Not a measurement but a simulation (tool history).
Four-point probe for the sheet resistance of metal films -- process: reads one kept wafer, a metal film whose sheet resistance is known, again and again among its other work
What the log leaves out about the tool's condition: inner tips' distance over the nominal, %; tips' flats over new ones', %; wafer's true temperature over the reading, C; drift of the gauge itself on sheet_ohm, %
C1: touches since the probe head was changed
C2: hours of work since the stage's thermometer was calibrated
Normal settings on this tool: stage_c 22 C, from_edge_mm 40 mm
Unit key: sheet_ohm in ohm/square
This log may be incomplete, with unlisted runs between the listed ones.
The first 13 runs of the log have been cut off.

Run 14, hour 760.3: usual settings; C1 31990; C2 131. Result: sheet_ohm 2.864467 ohm/square.
Run 15, hour 790.1: usual settings; C1 32763; C2 147. Result: sheet_ohm 2.863649 ohm/square.
Run 16, hour 857.9: usual settings; C1 34524; C2 182. Result: sheet_ohm 2.863089 ohm/square.
Run 17, hour 919.8: usual settings; C1 36130; C2 215. Result: sheet_ohm 2.863190 ohm/square.
Run 18, hour 960.0: usual settings; C1 37173; C2 236. Result: sheet_ohm 2.862649 ohm/square.
Run 19, hour 1003.6: usual settings but stage_c 35 C, from_edge_mm 7 mm; C1 38307; C2 259. Result: sheet_ohm 2.905639 ohm/square.
Run 20, hour 1064.9: usual settings but stage_c 33 C, from_edge_mm 63 mm; C1 39897; C2 291. Result: sheet_ohm 2.872870 ohm/square.
Run 21, hour 1128.7: usual settings but stage_c 30 C; C1 41555; C2 324. Result: sheet_ohm 2.870814 ohm/square.
Run 22, hour 1172.1: usual settings but stage_c 20 C, from_edge_mm 69 mm; C1 42682; C2 347. Result: sheet_ohm 2.858296 ohm/square.
Run 23, hour 1240.9: usual settings but stage_c 27 C, from_edge_mm 7 mm; C1 44468; C2 383. Result: sheet_ohm 2.897531 ohm/square.
Run 24, hour 1275.1: usual settings but stage_c 27 C, from_edge_mm 7 mm; C1 45355; C2 400. Result: sheet_ohm 2.896327 ohm/square.
Run 25, hour 1319.6: usual settings but stage_c 20 C, from_edge_mm 12 mm; C1 46513; C2 424. Result: sheet_ohm 2.869278 ohm/square.
Run 26, hour 1392.4: usual settings but stage_c 27 C, from_edge_mm 13 mm; C1 48401; C2 462. Result: sheet_ohm 2.874390 ohm/square.
Run 27, hour 1454.9: usual settings but stage_c 21 C, from_edge_mm 7 mm; C1 50025; C2 494. Result: sheet_ohm 2.890222 ohm/square.
Run 28, hour 1498.2: usual settings but stage_c 28 C, from_edge_mm 6 mm; C1 51150; C2 517. Result: sheet_ohm 2.907959 ohm/square.
Run 29, hour 1562.3: usual settings but stage_c 23 C, from_edge_mm 5 mm; C1 52814; C2 551. Result: sheet_ohm 2.921232 ohm/square.
Run 30, hour 1598.9: usual settings but from_edge_mm 5 mm; C1 53763; C2 570. Result: sheet_ohm 2.919486 ohm/square.
Run 31, hour 1662.5: usual settings but stage_c 26 C, from_edge_mm 6 mm; C1 55416; C2 603. Result: sheet_ohm 2.905828 ohm/square.
Run 32, hour 1733.8: usual settings but stage_c 19 C, from_edge_mm 60 mm; C1 57266; C2 640. Result: sheet_ohm 2.856323 ohm/square.
Run 33, hour 1799.7: usual settings but stage_c 19 C, from_edge_mm 60 mm; C1 58978; C2 675. Result: sheet_ohm 2.857035 ohm/square.
Run 34, hour 1851.8: usual settings but stage_c 19 C, from_edge_mm 60 mm; C1 60331; C2 702. Result: sheet_ohm 2.855395 ohm/square.
Run 35, hour 1918.3: usual settings but from_edge_mm 4 mm; C1 62059; C2 737. Result: sheet_ohm 2.952251 ohm/square.

Alternative continuations, all from the tool just after run 35; predict every row:
Run A, hour 1964.0: usual settings but stage_c 29 C, from_edge_mm 26 mm; C1 63245; C2 760. Result: sheet_ohm ?.
Run B, hour 1964.0: usual settings but stage_c 25 C, from_edge_mm 3 mm; C1 63245; C2 760. Result: sheet_ohm ?.
Run C, hour 1964.0: usual settings but stage_c 20 C, from_edge_mm 4 mm; C1 63245; C2 760. Result: sheet_ohm ?.

run  sheet_ohm
  A   2.868542
  B   3.021896
  C   2.949279
Without the tool's unlogged condition, the same runs would have read:
run  sheet_ohm
  A   2.878067
  B   3.031898
  C   2.959071

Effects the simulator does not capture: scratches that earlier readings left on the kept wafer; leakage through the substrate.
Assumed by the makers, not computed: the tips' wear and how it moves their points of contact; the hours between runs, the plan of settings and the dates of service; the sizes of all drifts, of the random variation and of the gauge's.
